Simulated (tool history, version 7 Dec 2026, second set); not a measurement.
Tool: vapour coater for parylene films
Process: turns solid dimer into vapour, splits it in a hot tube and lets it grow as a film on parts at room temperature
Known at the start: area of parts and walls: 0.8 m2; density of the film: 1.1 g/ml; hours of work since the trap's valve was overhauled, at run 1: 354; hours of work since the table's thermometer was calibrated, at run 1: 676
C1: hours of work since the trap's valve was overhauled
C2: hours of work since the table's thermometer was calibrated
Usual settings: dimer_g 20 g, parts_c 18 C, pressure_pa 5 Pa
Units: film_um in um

run 1 hour=0 | dimer_g=20 parts_c=18 pressure_pa=5 | C1=354 C2=676 | film_um=16.81
run 2 hour=25.5 | dimer_g=20 parts_c=11 pressure_pa=5 | C1=376 C2=697 | film_um=22.12
run 3 hour=45.6 | dimer_g=20 parts_c=11 pressure_pa=5 | C1=393 C2=714 | film_um=22.3
run 4 hour=66.6 | dimer_g=20 parts_c=18 pressure_pa=5 | C1=410 C2=732 | film_um=16.95
run 5 hour=83.4 | dimer_g=20 parts_c=18 pressure_pa=5 | C1=424 C2=746 | film_um=16.9
run 6 hour=116.4 | dimer_g=20 parts_c=18 pressure_pa=5 | C1=452 C2=774 | film_um=16.9
-- hour=134.9 trap's valve overhauled
run 7 hour=135.7 | dimer_g=20 parts_c=18 pressure_pa=5 | C1=1 C2=787 | film_um=17.05
run 8 hour=150.5 | dimer_g=20 parts_c=18 pressure_pa=5 | C1=13 C2=800 | film_um=17.05
run 9 hour=183.3 | dimer_g=13 parts_c=22 pressure_pa=9.81 | C1=41 C2=827 | film_um=8.88
run 10 hour=212.8 | dimer_g=19 parts_c=21 pressure_pa=10.37 | C1=66 C2=852 | film_um=13.3
run 11 hour=232.2 | dimer_g=19 parts_c=21 pressure_pa=10.37 | C1=82 C2=868 | film_um=13.51

The same runs without the tool's hidden state, with the same run-to-run variation:
The hidden state here: vapour lost through the trap's worn valve, %; true temperature of the parts over the reading, C; drift of the gauge itself on film_um, %.
run=1 film_um=16.84
run=2 film_um=22.14
run=3 film_um=22.3
run=4 film_um=16.95
run=5 film_um=16.89
run=6 film_um=16.87
run=7 film_um=16.95
run=8 film_um=16.95
run=9 film_um=8.82
run=10 film_um=13.2
run=11 film_um=13.4
